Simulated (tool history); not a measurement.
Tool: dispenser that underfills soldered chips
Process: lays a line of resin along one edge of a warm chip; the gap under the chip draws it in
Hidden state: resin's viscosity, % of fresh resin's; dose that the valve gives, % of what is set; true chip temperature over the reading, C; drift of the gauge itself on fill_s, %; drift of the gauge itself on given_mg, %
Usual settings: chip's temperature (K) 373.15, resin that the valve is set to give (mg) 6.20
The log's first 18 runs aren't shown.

run   hour  chip's temperature (K)  resin that the valve is set to give (mg)  hours of work since the syringe was changed  hours of work since the valve was cleaned  hours of work since the stage was calibrated  time until the resin shows at the far edge (s)  resin that the valve gave (mg)
 19   66.6                  371.15                                      7.38                                           10                                          9                                           104                                            14.1                            7.31
 20   69.5                  372.15                                      5.70                                           12                                         12                                           107                                            16.2                            5.67
      70.2  -- new syringe of resin
 21   71.9                  378.15                                      8.01                                            1                                         13                                           108                                             4.7                            7.97
 22   74.3                  381.15                                      7.65                                            3                                         15                                           110                                             5.3                            7.54
 23   77.4                  381.15                                      7.65                                            5                                         17                                           112                                             6.7                            7.57
 24   81.7                  359.15                                      7.21                                            9                                         20                                           115                                            20.8                            7.13
 25   84.7                  368.15                                      5.72                                           11                                         23                                           118                                            17.9                            5.67
      86.3  -- new syringe of resin
 26   89.6                  378.15                                      8.07                                            2                                         26                                           121                                             5.6                            7.97
 27   91.7                  378.15                                      8.07                                            4                                         28                                           123                                             6.4                            7.93
 28   94.4                  366.15                                      6.20                                            6                                         30                                           125                                            12.7                            6.11
 29   98.1                  361.15                                      6.20                                            9                                         33                                           128                                            20.1                            6.10
 30  100.9                  361.15                                      6.36                                           11                                         35                                           130                                            22.8                            6.24
     102.3  -- new syringe of resin
 31  104.5                  361.15                                      6.36                                            2                                         37                                           132                                            11.1                            6.26
 32  107.8                  381.15                                      5.72                                            4                                         40                                           135                                             5.8                            5.62
 33  110.8                  381.15                                      5.72                                            6                                         42                                           137                                             7.3                            5.59
 34  114.5                  381.15                                      5.72                                            9                                         45                                           140                                             9.2                            5.61
 35  118.0                  373.15                                      6.16                                           12                                         47                                           142                                            15.9                            5.97
     118.5  -- new syringe of resin
     120.0  -- dispensing valve cleaned and set on the balance
 36  123.1                  373.15                                      6.16                                            3                                          2                                           145                                             6.8                            6.18

5 ways to go on from here, each from the tool as it stands after run 36. What would each give?
  A  126.4                  363.15                                      6.83                                            5                                          5                                           148                                               ?                               ?
  B  126.4                  363.15                                      6.64                                            5                                          5                                           148                                               ?                               ?
  C  126.4                  373.15                                      5.97                                            5                                          5                                           148                                               ?                               ?
  D  126.4                  366.15                                      6.16                                            5                                          5                                           148                                               ?                               ?
  E  126.4                  378.15                                      7.07                                            5                                          5                                           148                                               ?                               ?

run  time until the resin shows at the far edge (s)  resin that the valve gave (mg)
  A                                            13.2                            6.81
  B                                            13.1                            6.64
  C                                             8.7                            5.98
  D                                            11.2                            6.16
  E                                             7.2                            7.06
Without the tool's hidden state the same runs would have given:
run  time until the resin shows at the far edge (s)  resin that the valve gave (mg)
  A                                             8.7                            6.82
  B                                             8.6                            6.65
  C                                             5.7                            5.99
  D                                             7.3                            6.17
  E                                             4.8                            7.07
